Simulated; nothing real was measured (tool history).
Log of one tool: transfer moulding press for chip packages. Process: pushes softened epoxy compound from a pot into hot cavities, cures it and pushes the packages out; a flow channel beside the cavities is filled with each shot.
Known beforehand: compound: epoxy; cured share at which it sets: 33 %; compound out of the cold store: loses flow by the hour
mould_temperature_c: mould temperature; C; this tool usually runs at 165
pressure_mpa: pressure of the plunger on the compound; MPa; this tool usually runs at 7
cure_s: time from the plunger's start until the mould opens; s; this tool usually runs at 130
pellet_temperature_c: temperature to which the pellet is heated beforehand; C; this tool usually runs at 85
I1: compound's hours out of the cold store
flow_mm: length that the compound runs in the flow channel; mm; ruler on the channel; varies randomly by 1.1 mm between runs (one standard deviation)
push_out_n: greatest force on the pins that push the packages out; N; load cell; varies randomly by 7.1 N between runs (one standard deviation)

run 1 day=0 | mould_temperature_c=165 pressure_mpa=7 cure_s=130 pellet_temperature_c=85 | I1=21.4 | flow_mm=822 push_out_n=398
-- day=1.912 cavities cleaned with cleaning compound and waxed
run 2 day=2.604 | mould_temperature_c=165 pressure_mpa=7 cure_s=130 pellet_temperature_c=85 | I1=42.1 | flow_mm=760 push_out_n=353
-- day=3.812 plunger's sealing rings changed
run 3 day=4.508 | mould_temperature_c=165 pressure_mpa=7 cure_s=130 pellet_temperature_c=85 | I1=43.4 | flow_mm=774 push_out_n=476
-- day=5.108 cavities cleaned with cleaning compound and waxed
run 4 day=6.362 | mould_temperature_c=165 pressure_mpa=7 cure_s=130 pellet_temperature_c=85 | I1=23 | flow_mm=827 push_out_n=424
-- day=8.062 cavities cleaned with cleaning compound and waxed
run 5 day=9.742 | mould_temperature_c=165 pressure_mpa=7 cure_s=130 pellet_temperature_c=85 | I1=47.8 | flow_mm=753 push_out_n=431
-- day=11.067 cavities cleaned with cleaning compound and waxed
run 6 day=11.567 | mould_temperature_c=165 pressure_mpa=7 cure_s=130 pellet_temperature_c=85 | I1=30.5 | flow_mm=798 push_out_n=336
run 7 day=13.467 | mould_temperature_c=165 pressure_mpa=7 cure_s=130 pellet_temperature_c=85 | I1=19.6 | flow_mm=830 push_out_n=469
-- day=14.008 cavities cleaned with cleaning compound and waxed
-- day=16.758 plunger's sealing rings changed
-- day=17.1 cavities cleaned with cleaning compound and waxed
run 8 day=17.112 | mould_temperature_c=165 pressure_mpa=7.64 cure_s=130 pellet_temperature_c=85 | I1=17.3 | flow_mm=883 push_out_n=317
run 9 day=18.642 | mould_temperature_c=165 pressure_mpa=7 cure_s=130 pellet_temperature_c=85 | I1=8.9 | flow_mm=872 push_out_n=453
-- day=20.25 cavities cleaned with cleaning compound and waxed
run 10 day=20.992 | mould_temperature_c=165 pressure_mpa=7 cure_s=130 pellet_temperature_c=85 | I1=36.8 | flow_mm=784 push_out_n=377
-- day=23.329 cavities cleaned with cleaning compound and waxed
run 11 day=24.533 | mould_temperature_c=165 pressure_mpa=7 cure_s=130 pellet_temperature_c=85 | I1=17.4 | flow_mm=838 push_out_n=410
-- day=26.292 cavities cleaned with cleaning compound and waxed
run 12 day=26.354 | mould_temperature_c=165 pressure_mpa=7 cure_s=130 pellet_temperature_c=85 | I1=33.9 | flow_mm=784 push_out_n=309
run 13 day=29.008 | mould_temperature_c=165 pressure_mpa=7 cure_s=130 pellet_temperature_c=85 | I1=23 | flow_mm=813 push_out_n=490
-- day=29.275 cavities cleaned with cleaning compound and waxed
-- day=29.862 plunger's sealing rings changed
run 14 day=30.679 | mould_temperature_c=165 pressure_mpa=7 cure_s=130 pellet_temperature_c=85 | I1=17.6 | flow_mm=849 push_out_n=427
-- day=32.508 cavities cleaned with cleaning compound and waxed
run 15 day=33.354 | mould_temperature_c=172 pressure_mpa=7 cure_s=117 pellet_temperature_c=91 | I1=35.2 | flow_mm=768 push_out_n=317
-- day=35.5 cavities cleaned with cleaning compound and waxed
run 16 day=35.946 | mould_temperature_c=172 pressure_mpa=7 cure_s=117 pellet_temperature_c=91 | I1=28.5 | flow_mm=787 push_out_n=295
-- day=38.621 cavities cleaned with cleaning compound and waxed
run 17 day=38.971 | mould_temperature_c=173 pressure_mpa=7 cure_s=155 pellet_temperature_c=78 | I1=32.5 | flow_mm=768 push_out_n=240
-- day=41.625 cavities cleaned with cleaning compound and waxed
run 18 day=42.642 | mould_temperature_c=173 pressure_mpa=7 cure_s=155 pellet_temperature_c=78 | I1=35.2 | flow_mm=758 push_out_n=281
-- day=42.979 plunger's sealing rings changed
run 19 day=44.538 | mould_temperature_c=162 pressure_mpa=5.45 cure_s=124 pellet_temperature_c=77 | I1=12.9 | flow_mm=774 push_out_n=750
-- day=44.842 cavities cleaned with cleaning compound and waxed
-- day=45.512 mould's thermocouples calibrated
run 20 day=47.575 | mould_temperature_c=158 pressure_mpa=5.45 cure_s=167 pellet_temperature_c=85 | I1=12.6 | flow_mm=781 push_out_n=481
-- day=48.012 cavities cleaned with cleaning compound and waxed
run 21 day=49.967 | mould_temperature_c=168 pressure_mpa=5.61 cure_s=118 pellet_temperature_c=92 | I1=46.2 | flow_mm=664 push_out_n=409
-- day=50.958 cavities cleaned with cleaning compound and waxed
run 22 day=52.825 | mould_temperature_c=168 pressure_mpa=5.61 cure_s=118 pellet_temperature_c=92 | I1=31.7 | flow_mm=697 push_out_n=413
-- day=54.158 cavities cleaned with cleaning compound and waxed
-- day=56.062 plunger's sealing rings changed
run 23 day=56.492 | mould_temperature_c=165 pressure_mpa=6.99 cure_s=130 pellet_temperature_c=85 | I1=9.9 | flow_mm=871 push_out_n=466
-- day=57.442 cavities cleaned with cleaning compound and waxed
run 24 day=59.658 | mould_temperature_c=169 pressure_mpa=6.99 cure_s=134 pellet_temperature_c=85 | I1=14.4 | flow_mm=838 push_out_n=378
-- day=60.358 cavities cleaned with cleaning compound and waxed
run 25 day=61.925 | mould_temperature_c=161 pressure_mpa=5.68 cure_s=130 pellet_temperature_c=85 | I1=29.9 | flow_mm=734 push_out_n=526
-- day=63.25 cavities cleaned with cleaning compound and waxed
run 26 day=64.071 | mould_temperature_c=161 pressure_mpa=5.68 cure_s=130 pellet_temperature_c=85 | I1=25.3 | flow_mm=746 push_out_n=470
-- day=66.321 cavities cleaned with cleaning compound and waxed
run 27 day=66.417 | mould_temperature_c=162 pressure_mpa=7.3 cure_s=163 pellet_temperature_c=78 | I1=46 | flow_mm=780 push_out_n=247

Below are 3 alternative next runs, each starting from the tool's condition after run 27. Predict each:
run A day=68.438 | mould_temperature_c=170 pressure_mpa=7 cure_s=130 pellet_temperature_c=85 | I1=12.4 | flow_mm=? push_out_n=?
run B day=68.438 | mould_temperature_c=165 pressure_mpa=5.35 cure_s=153 pellet_temperature_c=89 | I1=25.6 | flow_mm=? push_out_n=?
run C day=68.438 | mould_temperature_c=162 pressure_mpa=7.3 cure_s=146 pellet_temperature_c=78 | I1=13.6 | flow_mm=? push_out_n=?

run=A flow_mm=831 push_out_n=377
run=B flow_mm=705 push_out_n=387
run=C flow_mm=876 push_out_n=451
Without the tool's hidden state the same runs would have given:
run=A flow_mm=847 push_out_n=242
run=B flow_mm=718 push_out_n=255
run=C flow_mm=892 push_out_n=292

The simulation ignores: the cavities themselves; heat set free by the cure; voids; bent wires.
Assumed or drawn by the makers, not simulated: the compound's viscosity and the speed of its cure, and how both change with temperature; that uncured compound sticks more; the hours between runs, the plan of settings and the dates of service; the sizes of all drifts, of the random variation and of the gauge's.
